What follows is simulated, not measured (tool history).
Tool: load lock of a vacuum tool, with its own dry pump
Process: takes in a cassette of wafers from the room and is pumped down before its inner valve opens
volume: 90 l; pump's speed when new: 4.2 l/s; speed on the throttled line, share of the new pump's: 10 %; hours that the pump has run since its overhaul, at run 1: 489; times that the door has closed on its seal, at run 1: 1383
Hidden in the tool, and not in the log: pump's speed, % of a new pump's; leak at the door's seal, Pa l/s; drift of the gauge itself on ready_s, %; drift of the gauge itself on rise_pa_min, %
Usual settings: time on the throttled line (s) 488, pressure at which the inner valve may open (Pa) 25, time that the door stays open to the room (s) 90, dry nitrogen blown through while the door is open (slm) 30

| run | hour | time on the throttled line (s) | pressure at which the inner valve may open (Pa) | time that the door stays open to the room (s) | dry nitrogen blown through while the door is open (slm) | hours that the pump has run since its overhaul | times that the door has closed on its seal | incoming humidity of the room's air, % | time from the closed door until the inner valve may open (s) | rise of the pressure with all valves shut (Pa/min) |
|---|---|---|---|---|---|---|---|---|---|---|
| 1 | 0.0 | 488 | 25 | 90 | 30 | 489 | 1383 | 44.8 | 619.0 | 0.022 |
| 2 | 67.4 | 488 | 25 | 90 | 30 | 556 | 1619 | 45.8 | 615.9 | 0.027 |
| 3 | 132.3 | 488 | 25 | 90 | 30 | 621 | 1846 | 47.9 | 618.4 | 0.025 |
| 4 | 180.4 | 488 | 25 | 90 | 30 | 669 | 2015 | 42.1 | 619.2 | 0.026 |
| 5 | 268.8 | 488 | 25 | 90 | 30 | 758 | 2324 | 47.5 | 617.5 | 0.034 |
| 6 | 332.5 | 488 | 25 | 32 | 30 | 821 | 2548 | 43.5 | 618.0 | 0.014 |
| 7 | 394.3 | 488 | 25 | 32 | 30 | 883 | 2764 | 46.7 | 618.0 | 0.018 |
| 8 | 457.0 | 488 | 25 | 90 | 30 | 946 | 2984 | 42.3 | 618.3 | 0.028 |
| 9 | 542.2 | 488 | 25 | 90 | 30 | 1031 | 3282 | 43.9 | 617.6 | 0.028 |
| 10 | 597.7 | 488 | 25 | 90 | 30 | 1086 | 3476 | 46.1 | 617.6 | 0.029 |
| 11 | 673.8 | 488 | 25 | 90 | 30 | 1163 | 3743 | 43.2 | 615.3 | 0.026 |
| 12 | 713.2 | 488 | 25 | 90 | 30 | 1202 | 3881 | 47.0 | 618.8 | 0.028 |
| 13 | 797.2 | 488 | 25 | 90 | 30 | 1286 | 4175 | 45.7 | 615.9 | 0.029 |
| 14 | 887.7 | 384 | 25 | 90 | 30 | 1376 | 4492 | 45.1 | 522.0 | 0.027 |
| 15 | 925.5 | 384 | 25 | 90 | 30 | 1414 | 4624 | 44.2 | 523.9 | 0.027 |
| 16 | 986.2 | 488 | 25 | 175 | 30 | 1475 | 4837 | 48.2 | 617.0 | 0.039 |
| 17 | 1026.7 | 488 | 25 | 175 | 30 | 1515 | 4978 | 42.5 | 618.5 | 0.038 |
| 18 | 1075.2 | 488 | 25 | 175 | 30 | 1564 | 5148 | 45.9 | 617.9 | 0.040 |
| 19 | 1141.5 | 488 | 25 | 175 | 30 | 1630 | 5381 | 44.5 | 618.0 | 0.041 |
| 20 | 1220.3 | 435 | 25 | 189 | 17 | 1709 | 5657 | 44.9 | 570.4 | 0.054 |
| 21 | 1270.9 | 488 | 28 | 90 | 30 | 1760 | 5834 | 42.9 | 616.2 | 0.028 |
| 22 | 1335.4 | 254 | 23 | 90 | 10 | 1824 | 6060 | 47.5 | 410.5 | 0.041 |
| 23 | 1382.5 | 254 | 23 | 90 | 10 | 1871 | 6224 | 45.2 | 411.3 | 0.044 |
| 24 | 1466.5 | 439 | 23 | 90 | 12 | 1955 | 6519 | 44.0 | 577.4 | 0.036 |
| 25 | 1509.9 | 488 | 25 | 28 | 27 | 1999 | 6671 | 41.7 | 618.8 | 0.015 |
| 26 | 1567.5 | 488 | 25 | 90 | 35 | 2056 | 6872 | 47.2 | 618.5 | 0.027 |
| 27 | 1652.5 | 488 | 43 | 139 | 30 | 2141 | 7170 | 48.2 | 605.8 | 0.033 |
| 28 | 1716.6 | 488 | 38 | 49 | 30 | 2205 | 7394 | 42.2 | 607.4 | 0.022 |
| 29 | 1776.1 | 931 | 44 | 114 | 30 | 2265 | 7603 | 45.7 | 1000.7 | 0.030 |

Forecast each of these 5 alternatives for the next run:
| A | 1829.9 | 424 | 25 | 69 | 45 | 2319 | 7791 | 43.7 | ? | ? |
| B | 1829.9 | 488 | 25 | 160 | 30 | 2319 | 7791 | 45.6 | ? | ? |
| C | 1829.9 | 729 | 18 | 114 | 11 | 2319 | 7791 | 45.2 | ? | ? |
| D | 1829.9 | 488 | 25 | 73 | 30 | 2319 | 7791 | 42.3 | ? | ? |
| E | 1829.9 | 488 | 25 | 90 | 19 | 2319 | 7791 | 46.0 | ? | ? |

| run | time from the closed door until the inner valve may open (s) | rise of the pressure with all valves shut (Pa/min) |
|---|---|---|
| A | 559.8 | 0.017 |
| B | 615.9 | 0.037 |
| C | 840.1 | 0.038 |
| D | 617.0 | 0.024 |
| E | 616.6 | 0.031 |
Without the tool's hidden state the same runs would have given:
| run | time from the closed door until the inner valve may open (s) | rise of the pressure with all valves shut (Pa/min) |
|---|---|---|
| A | 559.8 | 0.016 |
| B | 615.8 | 0.037 |
| C | 840.1 | 0.038 |
| D | 617.0 | 0.023 |
| E | 616.6 | 0.031 |
